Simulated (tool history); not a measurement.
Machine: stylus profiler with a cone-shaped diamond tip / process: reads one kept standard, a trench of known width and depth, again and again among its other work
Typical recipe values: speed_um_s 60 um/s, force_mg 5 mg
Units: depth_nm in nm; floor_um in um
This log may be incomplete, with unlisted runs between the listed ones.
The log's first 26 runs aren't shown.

| run | hour | speed_um_s | force_mg | scans with this tip | hours of work since the height scale was calibrated | depth_nm | floor_um |
|---|---|---|---|---|---|---|---|
| 27 | 1323.6 | 17 | 2.02 | 4696 | 318 | 202.79 | 27.92 |
| 28 | 1375.6 | 17 | 2.13 | 5019 | 340 | 202.88 | 27.87 |
| 29 | 1425.4 | 17 | 2.13 | 5328 | 361 | 202.68 | 27.86 |
| 30 | 1459.7 | 152 | 11.56 | 5542 | 375 | 209.3 | 27.74 |
| 31 | 1491.6 | 58 | 5 | 5740 | 388 | 204.99 | 27.83 |
| 32 | 1527.1 | 198 | 1.95 | 5961 | 403 | 202.79 | 27.44 |
| 33 | 1572.1 | 167 | 3.56 | 6240 | 422 | 203.96 | 27.56 |
| 34 | 1641.6 | 21 | 1.86 | 6672 | 451 | 202.25 | 27.75 |
| 35 | 1715.6 | 92 | 13.27 | 7132 | 483 | 210.33 | 27.74 |
| 36 | 1784.5 | 16 | 11.67 | 7560 | 512 | 209.27 | 27.75 |
| 37 | 1831.2 | 151 | 2.01 | 7850 | 531 | 202.56 | 27.45 |
| 38 | 1890.1 | 151 | 2.01 | 8216 | 556 | 202.42 | 27.39 |
| 39 | 1948.9 | 60 | 2.86 | 8582 | 581 | 203.35 | 27.61 |
| 40 | 1994.5 | 70 | 2.46 | 8865 | 600 | 202.86 | 27.53 |

3 ways to go on from here, each from the tool as it stands after run 40. What would each give?
| A | 2038.5 | 56 | 5 | 9139 | 618 | ? | ? |
| B | 2038.5 | 31 | 2.59 | 9139 | 618 | ? | ? |
| C | 2038.5 | 99 | 14.89 | 9139 | 618 | ? | ? |

| run | depth_nm | floor_um |
|---|---|---|
| A | 205.06 | 27.64 |
| B | 202.8 | 27.59 |
| C | 211 | 27.59 |
Had the tool no hidden state, the same runs would have come out as:
| run | depth_nm | floor_um |
|---|---|---|
| A | 205.64 | 28.22 |
| B | 203.38 | 28.17 |
| C | 211.6 | 28.17 |
